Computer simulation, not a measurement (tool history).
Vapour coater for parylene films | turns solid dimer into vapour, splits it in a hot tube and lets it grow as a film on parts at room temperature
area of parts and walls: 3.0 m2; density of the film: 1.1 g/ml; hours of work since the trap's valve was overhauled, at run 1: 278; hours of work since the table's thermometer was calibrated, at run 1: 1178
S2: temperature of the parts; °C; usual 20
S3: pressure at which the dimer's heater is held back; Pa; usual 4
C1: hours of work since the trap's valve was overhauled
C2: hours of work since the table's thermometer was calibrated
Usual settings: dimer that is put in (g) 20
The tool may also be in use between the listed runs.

{"run": 1, "hour": 0.0, "dimer that is put in (g)": 20, "S2": 20, "S3": 4, "C1": 278, "C2": 1178, "thickness of the film (nm)": 4780}
{"run": 2, "hour": 38.4, "dimer that is put in (g)": 20, "S2": 21, "S3": 4, "C1": 295, "C2": 1195, "thickness of the film (nm)": 4600}
{"hour": 91.8, "done": "trap's valve overhauled"}
{"run": 3, "hour": 98.1, "dimer that is put in (g)": 20, "S2": 21, "S3": 4, "C1": 3, "C2": 1219, "thickness of the film (nm)": 4720}
{"run": 4, "hour": 173.7, "dimer that is put in (g)": 20, "S2": 20, "S3": 4, "C1": 35, "C2": 1252, "thickness of the film (nm)": 4880}
{"run": 5, "hour": 240.2, "dimer that is put in (g)": 20, "S2": 20, "S3": 4, "C1": 64, "C2": 1280, "thickness of the film (nm)": 4860}
{"run": 6, "hour": 302.6, "dimer that is put in (g)": 13, "S2": 20, "S3": 4, "C1": 91, "C2": 1307, "thickness of the film (nm)": 3160}
{"run": 7, "hour": 349.7, "dimer that is put in (g)": 13, "S2": 20, "S3": 4, "C1": 111, "C2": 1328, "thickness of the film (nm)": 3170}
{"run": 8, "hour": 382.0, "dimer that is put in (g)": 20, "S2": 31, "S3": 4, "C1": 125, "C2": 1342, "thickness of the film (nm)": 3380}
{"run": 9, "hour": 413.4, "dimer that is put in (g)": 20, "S2": 20, "S3": 4, "C1": 139, "C2": 1355, "thickness of the film (nm)": 4770}
{"run": 10, "hour": 467.6, "dimer that is put in (g)": 11, "S2": 20, "S3": 4, "C1": 162, "C2": 1379, "thickness of the film (nm)": 2640}
{"run": 11, "hour": 541.2, "dimer that is put in (g)": 11, "S2": 20, "S3": 4, "C1": 194, "C2": 1410, "thickness of the film (nm)": 2640}
{"run": 12, "hour": 603.9, "dimer that is put in (g)": 11, "S2": 20, "S3": 4, "C1": 221, "C2": 1437, "thickness of the film (nm)": 2590}
{"run": 13, "hour": 681.0, "dimer that is put in (g)": 20, "S2": 13, "S3": 10.56, "C1": 254, "C2": 1471, "thickness of the film (nm)": 5540}

Forecast run 14:
{"run": 14, "hour": 715.2, "dimer that is put in (g)": 21, "S2": 29, "S3": 2.56, "C1": 269, "C2": 1485, "thickness of the film (nm)": "?"}

Run 14 gave thickness of the film (nm) 3810.
Without the tool's hidden state the same run would have given thickness of the film (nm) 3880.
